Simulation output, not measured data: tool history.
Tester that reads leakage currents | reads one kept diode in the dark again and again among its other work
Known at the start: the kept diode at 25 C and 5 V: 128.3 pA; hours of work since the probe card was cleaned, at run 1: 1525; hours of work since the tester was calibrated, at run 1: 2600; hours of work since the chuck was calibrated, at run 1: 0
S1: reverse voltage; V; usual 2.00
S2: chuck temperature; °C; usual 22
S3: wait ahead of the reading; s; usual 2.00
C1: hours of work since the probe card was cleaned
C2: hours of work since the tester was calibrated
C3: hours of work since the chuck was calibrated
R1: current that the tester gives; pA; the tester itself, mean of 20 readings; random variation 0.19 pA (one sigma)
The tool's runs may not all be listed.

run 1 hour=0.0 | S1=2.00 S2=22 S3=2.00 | C1=1525 C2=2600 C3=0 | R1=61.06
run 2 hour=76.8 | S1=2.00 S2=22 S3=2.00 | C1=1570 C2=2645 C3=45 | R1=60.73
run 3 hour=132.7 | S1=2.00 S2=22 S3=2.21 | C1=1603 C2=2678 C3=78 | R1=60.59
run 4 hour=223.3 | S1=2.00 S2=22 S3=2.21 | C1=1656 C2=2731 C3=131 | R1=60.35
run 5 hour=344.6 | S1=2.00 S2=22 S3=2.21 | C1=1727 C2=2802 C3=202 | R1=60.18
run 6 hour=445.9 | S1=2.00 S2=22 S3=2.21 | C1=1787 C2=2862 C3=262 | R1=59.73
run 7 hour=542.9 | S1=2.00 S2=31 S3=2.21 | C1=1844 C2=2919 C3=319 | R1=119.64
run 8 hour=609.9 | S1=10.99 S2=31 S3=2.21 | C1=1883 C2=2958 C3=358 | R1=323.02
run 9 hour=714.1 | S1=10.99 S2=31 S3=2.21 | C1=1944 C2=3020 C3=419 | R1=318.34
-- hour=828.5 probe card cleaned and baked
run 10 hour=828.5 | S1=10.99 S2=31 S3=2.21 | C1=0 C2=3085 C3=485 | R1=302.12
run 11 hour=953.2 | S1=10.99 S2=31 S3=2.21 | C1=73 C2=3158 C3=558 | R1=299.24
run 12 hour=1044.6 | S1=10.99 S2=31 S3=2.21 | C1=127 C2=3212 C3=612 | R1=296.18
run 13 hour=1111.6 | S1=10.99 S2=31 S3=2.09 | C1=166 C2=3251 C3=651 | R1=296.06
-- hour=1223.3 chuck's temperature calibrated
run 14 hour=1234.4 | S1=2.00 S2=22 S3=2.00 | C1=237 C2=3322 C3=7 | R1=51.38
run 15 hour=1300.4 | S1=2.00 S2=23 S3=2.00 | C1=276 C2=3361 C3=45 | R1=55.68
run 16 hour=1383.6 | S1=2.00 S2=23 S3=2.00 | C1=325 C2=3410 C3=94 | R1=55.48
run 17 hour=1480.8 | S1=2.00 S2=23 S3=2.00 | C1=382 C2=3467 C3=151 | R1=54.91
run 18 hour=1586.2 | S1=2.00 S2=22 S3=2.00 | C1=444 C2=3529 C3=213 | R1=50.36
run 19 hour=1650.4 | S1=2.00 S2=22 S3=2.00 | C1=482 C2=3567 C3=251 | R1=49.88
run 20 hour=1753.5 | S1=2.00 S2=22 S3=0.56 | C1=542 C2=3627 C3=311 | R1=49.83
run 21 hour=1866.6 | S1=2.00 S2=31 S3=3.51 | C1=609 C2=3694 C3=378 | R1=102.57
run 22 hour=1952.5 | S1=19.86 S2=38 S3=0.94 | C1=659 C2=3744 C3=428 | R1=646.05
-- hour=2000.1 chuck's temperature calibrated, once more
run 23 hour=2039.4 | S1=3.69 S2=52 S3=0.34 | C1=709 C2=3794 C3=23 | R1=801.07
run 24 hour=2139.2 | S1=3.69 S2=52 S3=0.34 | C1=768 C2=3853 C3=82 | R1=798.44
run 25 hour=2247.6 | S1=3.69 S2=52 S3=0.34 | C1=831 C2=3916 C3=145 | R1=793.04
run 26 hour=2324.2 | S1=17.59 S2=56 S3=1.44 | C1=876 C2=3961 C3=190 | R1=2496.04
run 27 hour=2436.7 | S1=17.59 S2=56 S3=1.44 | C1=942 C2=4027 C3=256 | R1=2474.48
run 28 hour=2524.5 | S1=2.76 S2=34 S3=2.00 | C1=994 C2=4079 C3=308 | R1=179.16
run 29 hour=2587.4 | S1=3.09 S2=22 S3=2.55 | C1=1031 C2=4116 C3=345 | R1=73.93
run 30 hour=2664.1 | S1=6.45 S2=52 S3=9.20 | C1=1076 C2=4161 C3=390 | R1=1054.79
run 31 hour=2797.0 | S1=6.45 S2=52 S3=9.20 | C1=1154 C2=4239 C3=468 | R1=1048.89
run 32 hour=2906.8 | S1=13.18 S2=44 S3=0.31 | C1=1218 C2=4303 C3=533 | R1=897.10
run 33 hour=3013.4 | S1=1.68 S2=37 S3=2.00 | C1=1281 C2=4366 C3=595 | R1=164.79
run 34 hour=3083.8 | S1=3.31 S2=58 S3=0.42 | C1=1322 C2=4407 C3=637 | R1=1062.13
run 35 hour=3203.3 | S1=6.88 S2=57 S3=1.70 | C1=1393 C2=4478 C3=707 | R1=1489.40
-- hour=3228.5 chuck's temperature calibrated
run 36 hour=3286.6 | S1=2.00 S2=20 S3=0.95 | C1=1440 C2=4525 C3=34 | R1=52.44

Forecast each of these 5 alternatives for the next run:
run A hour=3371.1 | S1=2.00 S2=20 S3=0.62 | C1=1490 C2=4575 C3=84 | R1=?
run B hour=3371.1 | S1=12.39 S2=38 S3=2.00 | C1=1490 C2=4575 C3=84 | R1=?
run C hour=3371.1 | S1=2.30 S2=20 S3=0.77 | C1=1490 C2=4575 C3=84 | R1=?
run D hour=3371.1 | S1=2.00 S2=22 S3=2.81 | C1=1490 C2=4575 C3=84 | R1=?
run E hour=3371.1 | S1=13.15 S2=24 S3=0.66 | C1=1490 C2=4575 C3=84 | R1=?

run=A R1=52.21
run=B R1=599.07
run=C R1=56.77
run=D R1=61.22
run=E R1=216.02
Without the tool's hidden state the same runs would have given:
run=A R1=50.77
run=B R1=594.38
run=C R1=55.06
run=D R1=59.91
run=E R1=204.74
